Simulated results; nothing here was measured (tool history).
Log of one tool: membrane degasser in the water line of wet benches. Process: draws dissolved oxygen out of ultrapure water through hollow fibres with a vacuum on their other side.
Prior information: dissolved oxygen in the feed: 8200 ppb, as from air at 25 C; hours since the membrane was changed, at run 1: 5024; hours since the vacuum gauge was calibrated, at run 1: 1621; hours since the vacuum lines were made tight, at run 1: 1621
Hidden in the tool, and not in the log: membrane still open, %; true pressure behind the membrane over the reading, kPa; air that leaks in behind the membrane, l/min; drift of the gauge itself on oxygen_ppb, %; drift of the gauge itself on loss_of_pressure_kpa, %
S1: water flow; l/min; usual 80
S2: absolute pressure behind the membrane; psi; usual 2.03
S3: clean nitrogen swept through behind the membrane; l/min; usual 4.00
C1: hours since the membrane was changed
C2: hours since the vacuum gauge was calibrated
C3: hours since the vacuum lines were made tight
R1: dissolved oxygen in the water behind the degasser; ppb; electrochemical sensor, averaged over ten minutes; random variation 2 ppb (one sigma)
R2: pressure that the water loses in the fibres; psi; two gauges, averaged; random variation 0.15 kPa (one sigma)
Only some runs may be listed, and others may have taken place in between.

| run | hour | S1 | S2 | S3 | C1 | C2 | C3 | R1 | R2 |
|---|---|---|---|---|---|---|---|---|---|
| 1 | 0.0 | 80 | 2.03 | 4.00 | 5024 | 1621 | 1621 | 464.0 | 6.102 |
| 2 | 323.5 | 80 | 2.03 | 4.00 | 5347 | 1944 | 1944 | 460.1 | 6.074 |
| 3 | 629.3 | 80 | 2.03 | 4.00 | 5653 | 2250 | 2250 | 467.2 | 6.102 |
| 4 | 886.0 | 80 | 2.03 | 4.00 | 5910 | 2507 | 2507 | 459.9 | 6.096 |
| 5 | 1028.4 | 80 | 4.61 | 4.00 | 6052 | 2649 | 2649 | 1124.0 | 6.076 |
| 6 | 1337.3 | 80 | 4.61 | 6.98 | 6361 | 2958 | 2958 | 718.1 | 6.121 |
| 7 | 1539.1 | 80 | 2.03 | 4.00 | 6563 | 3160 | 3160 | 462.8 | 6.134 |
| 8 | 1816.3 | 80 | 2.03 | 4.00 | 6840 | 3437 | 3437 | 464.2 | 6.113 |
| 9 | 2104.1 | 80 | 2.03 | 4.00 | 7128 | 3725 | 3725 | 466.2 | 6.086 |
| 10 | 2419.6 | 80 | 2.03 | 4.00 | 7444 | 4040 | 4040 | 463.4 | 6.123 |
| 11 | 2640.0 | 80 | 2.03 | 4.00 | 7664 | 4261 | 4261 | 465.7 | 6.112 |
| 12 | 2961.3 | 80 | 2.03 | 4.00 | 7985 | 4582 | 4582 | 465.8 | 6.155 |
| 13 | 3250.5 | 80 | 2.06 | 4.00 | 8274 | 4871 | 4871 | 469.0 | 6.142 |
| 14 | 3404.4 | 80 | 2.06 | 4.00 | 8428 | 5025 | 5025 | 475.1 | 6.168 |
| 15 | 3546.5 | 80 | 2.06 | 4.00 | 8570 | 5167 | 5167 | 472.4 | 6.105 |
|  | 3667.8 | seals of the vacuum lines changed |
| 16 | 3833.4 | 80 | 2.06 | 4.00 | 8855 | 5452 | 166 | 468.9 | 6.116 |
| 17 | 4145.4 | 80 | 1.96 | 3.32 | 9167 | 5764 | 478 | 515.7 | 6.167 |
| 18 | 4454.8 | 80 | 1.96 | 3.32 | 9477 | 6073 | 787 | 518.7 | 6.173 |
| 19 | 4605.8 | 63 | 1.96 | 3.32 | 9628 | 6224 | 938 | 423.1 | 4.837 |
| 20 | 4825.2 | 63 | 1.96 | 3.32 | 9847 | 6444 | 1157 | 426.2 | 4.838 |
| 21 | 5075.1 | 59 | 1.96 | 6.48 | 10097 | 6694 | 1407 | 221.7 | 4.550 |
| 22 | 5388.1 | 90 | 3.65 | 6.48 | 10410 | 7007 | 1720 | 664.9 | 6.898 |
| 23 | 5587.8 | 80 | 1.23 | 4.80 | 10610 | 7206 | 1920 | 203.5 | 6.164 |
| 24 | 5779.6 | 80 | 1.23 | 4.80 | 10802 | 7398 | 2112 | 204.9 | 6.171 |
| 25 | 5997.5 | 102 | 1.67 | 4.80 | 11019 | 7616 | 2330 | 388.2 | 7.912 |
|  | 6100.7 | vacuum gauge calibrated |
| 26 | 6207.0 | 110 | 1.29 | 5.38 | 11228 | 106 | 2539 | 264.1 | 8.525 |
| 27 | 6347.5 | 110 | 1.29 | 5.38 | 11369 | 247 | 2679 | 266.3 | 8.567 |
| 28 | 6662.9 | 110 | 2.42 | 10.17 | 11684 | 562 | 2995 | 343.4 | 8.527 |
| 29 | 6834.1 | 110 | 2.42 | 10.17 | 11856 | 733 | 3166 | 343.0 | 8.479 |
| 30 | 7106.6 | 104 | 2.34 | 10.17 | 12128 | 1006 | 3438 | 313.3 | 8.050 |
| 31 | 7374.8 | 79 | 3.42 | 2.05 | 12396 | 1274 | 3707 | 1376.5 | 6.119 |
| 32 | 7537.6 | 79 | 3.42 | 2.05 | 12559 | 1437 | 3869 | 1381.6 | 6.167 |

Branching from run 32: 3 alternative next runs. What would each branch give?
|  | 7705.3 | membrane cartridge changed |
| A | 7753.1 | 79 | 4.71 | 2.05 | 48 | 1648 | 4081 | ? | ? |
|  | 7705.3 | membrane cartridge changed |
| B | 7753.1 | 102 | 4.99 | 2.01 | 48 | 1648 | 4081 | ? | ? |
|  | 7705.3 | membrane cartridge changed |
| C | 7753.1 | 102 | 2.03 | 9.03 | 48 | 1648 | 4081 | ? | ? |

| run | R1 | R2 |
|---|---|---|
| A | 1845.5 | 6.093 |
| B | 2325.9 | 7.938 |
| C | 287.2 | 7.931 |
Without the tool's hidden state the same runs would have given:
| run | R1 | R2 |
|---|---|---|
| A | 1845.5 | 5.957 |
| B | 2325.8 | 7.762 |
| C | 287.1 | 7.754 |
